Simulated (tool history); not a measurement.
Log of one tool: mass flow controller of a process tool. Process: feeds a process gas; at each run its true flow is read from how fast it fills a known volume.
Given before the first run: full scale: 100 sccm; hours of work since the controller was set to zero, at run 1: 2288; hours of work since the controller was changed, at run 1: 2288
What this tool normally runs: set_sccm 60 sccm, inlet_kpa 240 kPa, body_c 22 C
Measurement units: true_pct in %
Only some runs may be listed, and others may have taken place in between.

run     hour  set_sccm  inlet_kpa  body_c  hours of work since the controller was set to zero  hours of work since the controller was changed  true_pct
  1      0.0        60        240      22                                                2288                                            2288     99.84
  2    208.7        60        240      29                                                2441                                            2441     99.40
  3    690.7        60        240      29                                                2796                                            2796     99.28
  4   1063.8        60        240      29                                                3070                                            3070     99.27
  5   1491.2        60        240      22                                                3385                                            3385     99.45
  6   1719.2        60        240      22                                                3552                                            3552     99.51
  7   2101.1        60        240      22                                                3833                                            3833     99.38
  8   2484.2        60        240      22                                                4115                                            4115     99.24
  9   2900.3        60        240      22                                                4421                                            4421     99.08
 10   3314.2        60        240      22                                                4726                                            4726     99.16
 11   3682.8        60        240      22                                                4997                                            4997     98.98
 12   3992.1        60        240      22                                                5224                                            5224     98.94
 13   4272.1        60        240      22                                                5430                                            5430     98.61
      4696.8  -- controller exchanged for a calibrated one
 14   4734.8        60        240      22                                                  28                                              28     98.72
 15   5132.0        60        240      22                                                 320                                             320     98.53
 16   5562.5        60        240      22                                                 637                                             637     98.45
 17   5964.8        11        240      22                                                 933                                             933     98.03
 18   6334.2        11        240      22                                                1204                                            1204     97.64
 19   6737.1        60        240      22                                                1501                                            1501     98.17
      7043.4  -- gauge calibrated
 20   7109.6        60        240      22                                                1775                                            1775     99.90
 21   7362.2        16        240      22                                                1961                                            1961     99.42
 22   7712.8        60        240      22                                                2218                                            2218     99.81
 23   8134.2        60        240      22                                                2528                                            2528     99.63
 24   8520.9        60        240      23                                                2813                                            2813     99.43
 25   8990.2        60        240      23                                                3158                                            3158     99.26
 26   9318.3        60        240      21                                                3399                                            3399     99.41
 27   9705.3        60        240      31                                                3684                                            3684     98.60
 28  10154.4        15        215      25                                                4014                                            4014     98.28
 29  10395.0        15        215      25                                                4191                                            4191     98.33
 30  10757.0        15        163      25                                                4458                                            4458     97.88
 31  11059.0        15        241      22                                                4680                                            4680     98.26
 32  11446.0        24        163      28                                                4964                                            4964     97.73
 33  11758.7        33        150      38                                                5194                                            5194     97.09
 34  12174.3        33        150      36                                                5500                                            5500     97.03
 35  12453.1        38        278      23                                                5705                                            5705     98.36
     12496.6  -- controller exchanged for a calibrated one
 36  12729.4        50        278      26                                                 171                                             171     98.23
 37  12978.1        19        278      25                                                 354                                             354     98.00
 38  13303.7        68        271      37                                                 594                                             594     97.51
 39  13709.2        26        217      34                                                 892                                             892     96.97
 40  13973.2        24        240      26                                                1086                                            1086     97.60
 41  14412.5        18        240      36                                                1409                                            1409     96.75
 42  14676.3        18        240      36                                                1603                                            1603     96.68
 43  14914.0        11        255      22                                                1778                                            1778     97.44
 44  15141.2        11        255      22                                                1945                                            1945     97.38
 45  15545.5        85        182      23                                                2243                                            2243     97.68
 46  15821.8        83        186      26                                                2446                                            2446     97.44
 47  16089.6        71        178      22                                                2643                                            2643     97.45
 48  16319.4        71        178      22                                                2812                                            2812     97.37
 49  16761.4        60        158      23                                                3137                                            3137     96.88

Describe how what the log doesn't record of the tool's condition differs between the last listed run preceding each entry between runs and the first listed run following it.
Between runs 13 and 14: controller exchanged for a calibrated one (hour 4696.8)
  flow at rest that the sensor doesn't see, % of full scale: 0.011 -> 0.001; true flow over the shown one, %: -0.06 -> -0.01; drift of the gauge itself on true_pct, %: -1.13 -> -1.25
  measured value less the no-hidden-state value, true_pct: -1.16 -> -1.25 %
Between runs 19 and 20: gauge calibrated (hour 7043.4)
  flow at rest that the sensor doesn't see, % of full scale: 0.003 -> 0.004; drift of the gauge itself on true_pct, %: -1.78 -> -0.02
  measured value less the no-hidden-state value, true_pct: -1.80 -> -0.04 %
Between runs 35 and 36: controller exchanged for a calibrated one (hour 12496.6)
  flow at rest that the sensor doesn't see, % of full scale: 0.011 -> 0.001; true flow over the shown one, %: -0.07 -> 0.01; drift of the gauge itself on true_pct, %: -1.43 -> -1.5
  measured value less the no-hidden-state value, true_pct: -1.47 -> -1.49 %
